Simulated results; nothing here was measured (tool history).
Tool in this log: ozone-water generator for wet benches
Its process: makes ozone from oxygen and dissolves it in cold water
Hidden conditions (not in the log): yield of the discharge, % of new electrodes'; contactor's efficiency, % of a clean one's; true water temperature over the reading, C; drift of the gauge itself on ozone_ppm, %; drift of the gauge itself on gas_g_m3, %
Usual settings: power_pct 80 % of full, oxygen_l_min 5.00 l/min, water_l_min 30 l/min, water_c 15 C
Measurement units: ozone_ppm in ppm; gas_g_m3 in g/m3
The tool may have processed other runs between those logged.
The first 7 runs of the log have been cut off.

run    hour  power_pct  oxygen_l_min  water_l_min  water_c  hours of work since the electrodes were changed  hours of work since the contactor was cleaned  hours of work since the thermometer was calibrated  ozone_ppm  gas_g_m3
  8   249.6         80          5.00           30       15                                              747                                           4230                                                3127       13.0     182.1
  9   299.4         80          5.00           30       15                                              794                                           4276                                                3173       13.0     180.3
 10   340.0         80          5.87           30       15                                              831                                           4313                                                3211       12.9     166.0
 11   379.0         80          5.87           30       15                                              867                                           4349                                                3247       12.8     165.3
 12   432.3         80          5.44           30       15                                              917                                           4399                                                3297       13.2     173.2
 13   488.6         80          5.44           30       15                                              969                                           4451                                                3349       13.0     170.1
 14   542.4         80          5.44           30       15                                             1019                                           4501                                                3399       12.9     173.7
 15   572.0         80          7.73           30       15                                             1046                                           4528                                                3426       13.1     140.7
 16   617.6         80          5.00           30       15                                             1089                                           4571                                                3468       12.8     181.8
 17   679.6         80          6.26           30       15                                             1146                                           4628                                                3526       13.1     158.2
 18   716.9         80          3.32           40       17                                             1181                                           4663                                                3560        9.0     233.1
 19   754.6         80          3.32           40       17                                             1216                                           4698                                                3595        9.2     230.8
 20   790.3         49          3.32           40       14                                             1249                                           4731                                                3628        7.2     179.6
 21   833.9         80          5.00           30       19                                             1289                                           4771                                                3669       12.5     181.0
 22   880.0         76          2.81           29       19                                             1332                                           4814                                                3712       11.9     252.1
 23   926.7         76          2.81           29       13                                             1375                                           4857                                                3755       12.6     250.1
 24   951.9         80          3.30           30       15                                             1398                                           4880                                                3778       12.5     233.3
 25  1009.6         80          3.30           21       20                                             1452                                           4934                                                3832       16.5     231.7
 26  1065.9         79          3.30           23       20                                             1504                                           4986                                                3884       14.9     230.9
 27  1104.0         79          3.30           23       20                                             1539                                           5021                                                3919       15.2     232.7
 28  1145.0         80          5.00           30        8                                             1577                                           5059                                                3957       13.7     181.3
 29  1201.0         80          5.00           30        8                                             1629                                           5111                                                4009       13.8     181.6
 30  1242.7         80          5.00           23        7                                             1668                                           5150                                                4048       17.9     181.2
 31  1302.8         80          5.00           23        7                                             1724                                           5206                                                4104       17.9     181.8
 32  1332.2         80          5.23           30       11                                             1751                                           5233                                                4131       13.7     179.4

Each row is a separate what-if for the run after 32, all from the same tool condition, not one after another. Results?
  A  1377.4         63          5.23           30       11                                             1793                                           5275                                                4173          ?         ?
  B  1377.4         80          5.23           33       11                                             1793                                           5275                                                4173          ?         ?
  C  1377.4         61          4.77           30        8                                             1793                                           5275                                                4173          ?         ?
  D  1377.4         80          7.04           30        8                                             1793                                           5275                                                4173          ?         ?

run  ozone_ppm  gas_g_m3
  A       12.2     156.7
  B       12.7     176.1
  C       11.9     162.4
  D       14.2     147.3
What these runs would have given with no unlogged condition in the tool:
run  ozone_ppm  gas_g_m3
  A       12.2     156.7
  B       12.7     176.1
  C       11.9     162.4
  D       14.3     147.4
